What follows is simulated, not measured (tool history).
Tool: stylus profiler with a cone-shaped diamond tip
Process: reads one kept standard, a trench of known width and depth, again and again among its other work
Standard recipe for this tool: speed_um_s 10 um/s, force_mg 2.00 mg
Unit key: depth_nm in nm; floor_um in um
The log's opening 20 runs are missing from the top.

run 21 hour=231.3 | speed_um_s=3 force_mg=3.73 | depth_nm=102.07 floor_um=98.58
run 22 hour=239.6 | speed_um_s=3 force_mg=2.95 | depth_nm=101.81 floor_um=98.56
run 23 hour=253.4 | speed_um_s=3 force_mg=2.95 | depth_nm=101.66 floor_um=98.60
run 24 hour=263.9 | speed_um_s=9 force_mg=1.01 | depth_nm=100.87 floor_um=98.52
run 25 hour=276.1 | speed_um_s=9 force_mg=1.01 | depth_nm=100.79 floor_um=98.48
run 26 hour=283.7 | speed_um_s=3 force_mg=5.58 | depth_nm=102.72 floor_um=98.61
run 27 hour=291.8 | speed_um_s=3 force_mg=5.58 | depth_nm=102.73 floor_um=98.55
run 28 hour=304.8 | speed_um_s=22 force_mg=0.73 | depth_nm=100.62 floor_um=98.39
run 29 hour=314.9 | speed_um_s=4 force_mg=2.01 | depth_nm=101.31 floor_um=98.55
run 30 hour=322.3 | speed_um_s=28 force_mg=2.73 | depth_nm=101.64 floor_um=98.38
run 31 hour=339.5 | speed_um_s=4 force_mg=0.78 | depth_nm=100.56 floor_um=98.55
run 32 hour=356.5 | speed_um_s=4 force_mg=0.78 | depth_nm=100.52 floor_um=98.49
run 33 hour=370.6 | speed_um_s=4 force_mg=0.78 | depth_nm=100.57 floor_um=98.51
run 34 hour=379.8 | speed_um_s=20 force_mg=1.03 | depth_nm=100.67 floor_um=98.38
run 35 hour=389.9 | speed_um_s=20 force_mg=1.03 | depth_nm=100.70 floor_um=98.38
run 36 hour=406.0 | speed_um_s=10 force_mg=5.64 | depth_nm=102.69 floor_um=98.50
run 37 hour=422.8 | speed_um_s=5 force_mg=1.07 | depth_nm=100.71 floor_um=98.54

Forecast each of these 5 alternatives for the next run:
run A hour=432.2 | speed_um_s=3 force_mg=2.00 | depth_nm=? floor_um=?
run B hour=432.2 | speed_um_s=2 force_mg=1.07 | depth_nm=? floor_um=?
run C hour=432.2 | speed_um_s=5 force_mg=1.37 | depth_nm=? floor_um=?
run D hour=432.2 | speed_um_s=36 force_mg=2.00 | depth_nm=? floor_um=?
run E hour=432.2 | speed_um_s=26 force_mg=5.13 | depth_nm=? floor_um=?

run=A depth_nm=101.22 floor_um=98.55
run=B depth_nm=100.67 floor_um=98.52
run=C depth_nm=100.92 floor_um=98.50
run=D depth_nm=101.17 floor_um=98.25
run=E depth_nm=102.52 floor_um=98.46
Without the tool's unlogged condition, the same runs would have read:
run=A depth_nm=101.45 floor_um=98.76
run=B depth_nm=100.90 floor_um=98.74
run=C depth_nm=101.15 floor_um=98.72
run=D depth_nm=101.39 floor_um=98.47
run=E depth_nm=102.74 floor_um=98.68
